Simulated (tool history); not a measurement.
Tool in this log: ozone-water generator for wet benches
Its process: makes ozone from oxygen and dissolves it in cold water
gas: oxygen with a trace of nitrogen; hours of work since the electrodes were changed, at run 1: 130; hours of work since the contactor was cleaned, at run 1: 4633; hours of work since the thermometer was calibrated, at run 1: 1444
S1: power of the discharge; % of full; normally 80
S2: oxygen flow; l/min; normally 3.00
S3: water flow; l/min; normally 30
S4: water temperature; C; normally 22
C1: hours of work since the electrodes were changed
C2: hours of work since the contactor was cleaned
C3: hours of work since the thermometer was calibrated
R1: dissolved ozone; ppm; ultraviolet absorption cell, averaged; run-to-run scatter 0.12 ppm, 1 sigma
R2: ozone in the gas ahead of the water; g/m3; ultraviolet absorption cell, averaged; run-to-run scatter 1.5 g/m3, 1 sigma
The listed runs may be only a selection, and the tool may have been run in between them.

Run 1, hour 0.0: usual settings; C1 130; C2 4633; C3 1444. Result: R1 12.9 ppm, R2 288.7 g/m3.
Run 2, hour 25.9: usual settings but S3 45 l/min; C1 152; C2 4656; C3 1466. Result: R1 8.1 ppm, R2 285.5 g/m3.
Run 3, hour 48.5: usual settings but S3 45 l/min; C1 172; C2 4675; C3 1486. Result: R1 8.0 ppm, R2 286.3 g/m3.
Run 4, hour 84.1: usual settings but S3 45 l/min; C1 203; C2 4707; C3 1517. Result: R1 8.0 ppm, R2 284.9 g/m3.
Run 5, hour 118.1: usual settings but S3 45 l/min; C1 233; C2 4736; C3 1547. Result: R1 8.0 ppm, R2 285.0 g/m3.
Run 6, hour 150.7: usual settings but S3 45 l/min; C1 261; C2 4765; C3 1575. Result: R1 8.0 ppm, R2 283.9 g/m3.
Run 7, hour 173.3: usual settings but S3 45 l/min; C1 281; C2 4784; C3 1595. Result: R1 8.0 ppm, R2 286.5 g/m3.
Run 8, hour 205.6: usual settings but S3 45 l/min; C1 309; C2 4812; C3 1623. Result: R1 7.7 ppm, R2 288.0 g/m3.
Run 9, hour 244.0: usual settings; C1 342; C2 4846; C3 1656. Result: R1 12.6 ppm, R2 286.4 g/m3.
Run 10, hour 278.9: usual settings; C1 373; C2 4876; C3 1687. Result: R1 12.9 ppm, R2 284.4 g/m3.
Run 11, hour 313.5: usual settings but S4 29 C; C1 403; C2 4907; C3 1717. Result: R1 12.1 ppm, R2 281.9 g/m3.
Run 12, hour 349.9: usual settings but S2 3.12 l/min; C1 435; C2 4938; C3 1749. Result: R1 13.0 ppm, R2 279.3 g/m3.
Run 13, hour 389.4: usual settings but S1 45 % of full; C1 469; C2 4973; C3 1783. Result: R1 8.4 ppm, R2 189.5 g/m3.
Run 14, hour 428.1: usual settings but S1 45 % of full; C1 503; C2 5006; C3 1817. Result: R1 8.5 ppm, R2 187.7 g/m3.
Run 15, hour 454.2: usual settings but S1 45 % of full; C1 526; C2 5029; C3 1840. Result: R1 8.2 ppm, R2 188.5 g/m3.
Run 16, hour 482.1: usual settings; C1 550; C2 5054; C3 1864. Result: R1 13.0 ppm, R2 282.1 g/m3.
Run 17, hour 523.0: usual settings; C1 586; C2 5089; C3 1900. Result: R1 12.7 ppm, R2 283.6 g/m3.
Run 18, hour 557.8: usual settings but S4 16 C; C1 616; C2 5120; C3 1930. Result: R1 13.5 ppm, R2 281.8 g/m3.
Run 19, hour 590.2: usual settings but S4 16 C; C1 644; C2 5148; C3 1958. Result: R1 13.7 ppm, R2 284.3 g/m3.
Run 20, hour 612.1: usual settings but S4 16 C; C1 663; C2 5167; C3 1977. Result: R1 13.7 ppm, R2 282.4 g/m3.
Run 21, hour 642.2: usual settings but S2 2.44 l/min, S4 21 C; C1 690; C2 5193; C3 2004. Result: R1 11.9 ppm, R2 302.8 g/m3.
Run 22, hour 684.0: usual settings but S1 99 % of full, S2 5.18 l/min, S3 42 l/min; C1 726; C2 5230; C3 2040. Result: R1 12.8 ppm, R2 276.2 g/m3.
Run 23, hour 725.8: usual settings but S1 49 % of full, S2 1.76 l/min, S3 47 l/min, S4 25 C; C1 763; C2 5266; C3 2077. Result: R1 4.1 ppm, R2 234.3 g/m3.
Run 24, hour 751.7: usual settings but S1 44 % of full, S2 1.76 l/min, S3 32 l/min, S4 21 C; C1 785; C2 5289; C3 2099. Result: R1 6.0 ppm, R2 215.5 g/m3.

Estimate the outcome of run 25 from the log above:
Run 25, hour 786.1: usual settings but S1 44 % of full, S2 3.56 l/min, S3 32 l/min, S4 14 C; C1 815; C2 5319; C3 2129. Result: R1 ?, R2 ?.

Run 25 yielded R1 8.8 ppm, R2 175.1 g/m3.
Minus the tool's unlogged condition, the same run would have read R1 9.0 ppm, R2 175.6 g/m3.

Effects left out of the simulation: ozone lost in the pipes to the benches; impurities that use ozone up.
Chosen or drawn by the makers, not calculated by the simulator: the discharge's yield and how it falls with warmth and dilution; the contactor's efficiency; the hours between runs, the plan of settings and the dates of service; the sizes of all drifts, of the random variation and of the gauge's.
